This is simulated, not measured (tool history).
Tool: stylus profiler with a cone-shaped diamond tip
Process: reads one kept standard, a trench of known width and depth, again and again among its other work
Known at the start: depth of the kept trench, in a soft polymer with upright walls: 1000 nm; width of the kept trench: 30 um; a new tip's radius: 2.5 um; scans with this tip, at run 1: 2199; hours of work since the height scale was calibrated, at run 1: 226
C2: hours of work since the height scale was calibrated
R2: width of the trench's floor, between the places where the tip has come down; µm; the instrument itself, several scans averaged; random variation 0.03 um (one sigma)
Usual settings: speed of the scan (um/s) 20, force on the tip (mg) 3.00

{"run": 1, "hour": 0.0, "speed of the scan (um/s)": 20, "force on the tip (mg)": 3.0, "scans with this tip": 2199, "C2": 226, "depth of the trench (nm)": 1014.91, "R2": 25.6}
{"run": 2, "hour": 12.7, "speed of the scan (um/s)": 20, "force on the tip (mg)": 3.0, "scans with this tip": 2255, "C2": 232, "depth of the trench (nm)": 1014.71, "R2": 25.61}
{"run": 3, "hour": 24.3, "speed of the scan (um/s)": 20, "force on the tip (mg)": 3.0, "scans with this tip": 2306, "C2": 237, "depth of the trench (nm)": 1014.66, "R2": 25.63}
{"run": 4, "hour": 37.1, "speed of the scan (um/s)": 20, "force on the tip (mg)": 3.0, "scans with this tip": 2362, "C2": 243, "depth of the trench (nm)": 1014.4, "R2": 25.59}
{"run": 5, "hour": 48.0, "speed of the scan (um/s)": 20, "force on the tip (mg)": 7.57, "scans with this tip": 2410, "C2": 248, "depth of the trench (nm)": 1026.55, "R2": 25.61}
{"run": 6, "hour": 66.0, "speed of the scan (um/s)": 7, "force on the tip (mg)": 7.57, "scans with this tip": 2490, "C2": 256, "depth of the trench (nm)": 1026.78, "R2": 25.59}
{"run": 7, "hour": 75.7, "speed of the scan (um/s)": 7, "force on the tip (mg)": 7.57, "scans with this tip": 2532, "C2": 260, "depth of the trench (nm)": 1026.93, "R2": 25.63}
{"run": 8, "hour": 86.4, "speed of the scan (um/s)": 7, "force on the tip (mg)": 7.57, "scans with this tip": 2579, "C2": 265, "depth of the trench (nm)": 1026.32, "R2": 25.66}
{"run": 9, "hour": 104.7, "speed of the scan (um/s)": 20, "force on the tip (mg)": 3.0, "scans with this tip": 2660, "C2": 273, "depth of the trench (nm)": 1014.81, "R2": 25.54}
{"run": 10, "hour": 113.2, "speed of the scan (um/s)": 20, "force on the tip (mg)": 3.0, "scans with this tip": 2697, "C2": 277, "depth of the trench (nm)": 1015.25, "R2": 25.53}
{"run": 11, "hour": 127.2, "speed of the scan (um/s)": 20, "force on the tip (mg)": 3.0, "scans with this tip": 2759, "C2": 283, "depth of the trench (nm)": 1014.95, "R2": 25.59}
{"run": 12, "hour": 144.7, "speed of the scan (um/s)": 20, "force on the tip (mg)": 3.0, "scans with this tip": 2836, "C2": 291, "depth of the trench (nm)": 1015.21, "R2": 25.56}
{"run": 13, "hour": 158.3, "speed of the scan (um/s)": 20, "force on the tip (mg)": 3.33, "scans with this tip": 2896, "C2": 297, "depth of the trench (nm)": 1015.81, "R2": 25.56}
{"run": 14, "hour": 172.7, "speed of the scan (um/s)": 46, "force on the tip (mg)": 3.0, "scans with this tip": 2959, "C2": 304, "depth of the trench (nm)": 1014.93, "R2": 25.45}
{"run": 15, "hour": 191.5, "speed of the scan (um/s)": 46, "force on the tip (mg)": 1.54, "scans with this tip": 3042, "C2": 312, "depth of the trench (nm)": 1010.04, "R2": 25.38}
{"run": 16, "hour": 200.1, "speed of the scan (um/s)": 20, "force on the tip (mg)": 8.55, "scans with this tip": 3080, "C2": 316, "depth of the trench (nm)": 1029.22, "R2": 25.58}
{"run": 17, "hour": 212.8, "speed of the scan (um/s)": 47, "force on the tip (mg)": 8.55, "scans with this tip": 3136, "C2": 322, "depth of the trench (nm)": 1029.44, "R2": 25.48}
{"run": 18, "hour": 231.4, "speed of the scan (um/s)": 47, "force on the tip (mg)": 8.55, "scans with this tip": 3218, "C2": 330, "depth of the trench (nm)": 1029.04, "R2": 25.48}
{"run": 19, "hour": 247.8, "speed of the scan (um/s)": 10, "force on the tip (mg)": 3.57, "scans with this tip": 3290, "C2": 338, "depth of the trench (nm)": 1016.91, "R2": 25.48}
{"run": 20, "hour": 257.1, "speed of the scan (um/s)": 6, "force on the tip (mg)": 2.0, "scans with this tip": 3331, "C2": 342, "depth of the trench (nm)": 1011.34, "R2": 25.54}
{"hour": 259.3, "done": "height scale calibrated on a step standard"}
{"run": 21, "hour": 266.7, "speed of the scan (um/s)": 13, "force on the tip (mg)": 2.28, "scans with this tip": 3371, "C2": 3, "depth of the trench (nm)": 1013.23, "R2": 25.49}
{"run": 22, "hour": 277.6, "speed of the scan (um/s)": 23, "force on the tip (mg)": 4.55, "scans with this tip": 3419, "C2": 8, "depth of the trench (nm)": 1019.55, "R2": 25.51}
{"run": 23, "hour": 289.6, "speed of the scan (um/s)": 13, "force on the tip (mg)": 6.22, "scans with this tip": 3472, "C2": 14, "depth of the trench (nm)": 1024.13, "R2": 25.53}
{"run": 24, "hour": 299.4, "speed of the scan (um/s)": 8, "force on the tip (mg)": 2.02, "scans with this tip": 3515, "C2": 18, "depth of the trench (nm)": 1012.4, "R2": 25.54}
{"run": 25, "hour": 316.3, "speed of the scan (um/s)": 8, "force on the tip (mg)": 2.02, "scans with this tip": 3589, "C2": 26, "depth of the trench (nm)": 1012.16, "R2": 25.45}
{"run": 26, "hour": 328.9, "speed of the scan (um/s)": 8, "force on the tip (mg)": 2.02, "scans with this tip": 3645, "C2": 31, "depth of the trench (nm)": 1012.37, "R2": 25.5}
{"hour": 342.8, "done": "height scale calibrated on a step standard, once more"}
{"run": 27, "hour": 346.4, "speed of the scan (um/s)": 8, "force on the tip (mg)": 2.02, "scans with this tip": 3720, "C2": 2, "depth of the trench (nm)": 1010.31, "R2": 25.43}
{"run": 28, "hour": 360.8, "speed of the scan (um/s)": 8, "force on the tip (mg)": 3.26, "scans with this tip": 3783, "C2": 8, "depth of the trench (nm)": 1014.05, "R2": 25.49}
{"run": 29, "hour": 379.5, "speed of the scan (um/s)": 8, "force on the tip (mg)": 3.26, "scans with this tip": 3866, "C2": 17, "depth of the trench (nm)": 1014.53, "R2": 25.49}
{"run": 30, "hour": 395.0, "speed of the scan (um/s)": 17, "force on the tip (mg)": 6.77, "scans with this tip": 3934, "C2": 24, "depth of the trench (nm)": 1023.86, "R2": 25.44}
{"run": 31, "hour": 404.4, "speed of the scan (um/s)": 14, "force on the tip (mg)": 1.41, "scans with this tip": 3975, "C2": 28, "depth of the trench (nm)": 1008.35, "R2": 25.42}
{"run": 32, "hour": 419.1, "speed of the scan (um/s)": 14, "force on the tip (mg)": 1.41, "scans with this tip": 4040, "C2": 34, "depth of the trench (nm)": 1007.84, "R2": 25.37}
{"run": 33, "hour": 428.4, "speed of the scan (um/s)": 14, "force on the tip (mg)": 1.41, "scans with this tip": 4081, "C2": 39, "depth of the trench (nm)": 1008.3, "R2": 25.4}
{"run": 34, "hour": 438.8, "speed of the scan (um/s)": 20, "force on the tip (mg)": 4.76, "scans with this tip": 4127, "C2": 43, "depth of the trench (nm)": 1018.31, "R2": 25.41}

The same runs without the tool's hidden state, with the same run-to-run variation:
The hidden state here: radius of the tip, um; height scale over the true one, %; drift of the gauge itself on depth_nm, %; drift of the gauge itself on floor_um, %.
run=1 depth_of_the_trench_(nm)=1014.31 R2=25.93
run=2 depth_of_the_trench_(nm)=1014.09 R2=25.94
run=3 depth_of_the_trench_(nm)=1014.01 R2=25.96
run=4 depth_of_the_trench_(nm)=1013.74 R2=25.93
run=5 depth_of_the_trench_(nm)=1025.85 R2=25.96
run=6 depth_of_the_trench_(nm)=1026.05 R2=25.94
run=7 depth_of_the_trench_(nm)=1026.19 R2=25.99
run=8 depth_of_the_trench_(nm)=1025.56 R2=26.03
run=9 depth_of_the_trench_(nm)=1014.02 R2=25.91
run=10 depth_of_the_trench_(nm)=1014.44 R2=25.91
run=11 depth_of_the_trench_(nm)=1014.12 R2=25.97
run=12 depth_of_the_trench_(nm)=1014.35 R2=25.95
run=13 depth_of_the_trench_(nm)=1014.92 R2=25.95
run=14 depth_of_the_trench_(nm)=1014.02 R2=25.86
run=15 depth_of_the_trench_(nm)=1009.09 R2=25.79
run=16 depth_of_the_trench_(nm)=1028.25 R2=26.00
run=17 depth_of_the_trench_(nm)=1028.44 R2=25.91
run=18 depth_of_the_trench_(nm)=1028.01 R2=25.91
run=19 depth_of_the_trench_(nm)=1015.86 R2=25.92
run=20 depth_of_the_trench_(nm)=1010.28 R2=25.98
run=21 depth_of_the_trench_(nm)=1011.65 R2=25.94
run=22 depth_of_the_trench_(nm)=1017.94 R2=25.96
run=23 depth_of_the_trench_(nm)=1022.49 R2=25.98
run=24 depth_of_the_trench_(nm)=1010.76 R2=26.00
run=25 depth_of_the_trench_(nm)=1010.49 R2=25.92
run=26 depth_of_the_trench_(nm)=1010.69 R2=25.97
run=27 depth_of_the_trench_(nm)=1010.82 R2=25.91
run=28 depth_of_the_trench_(nm)=1014.53 R2=25.98
run=29 depth_of_the_trench_(nm)=1014.99 R2=25.99
run=30 depth_of_the_trench_(nm)=1024.29 R2=25.95
run=31 depth_of_the_trench_(nm)=1008.76 R2=25.93
run=32 depth_of_the_trench_(nm)=1008.22 R2=25.88
run=33 depth_of_the_trench_(nm)=1008.66 R2=25.92
run=34 depth_of_the_trench_(nm)=1018.66 R2=25.93
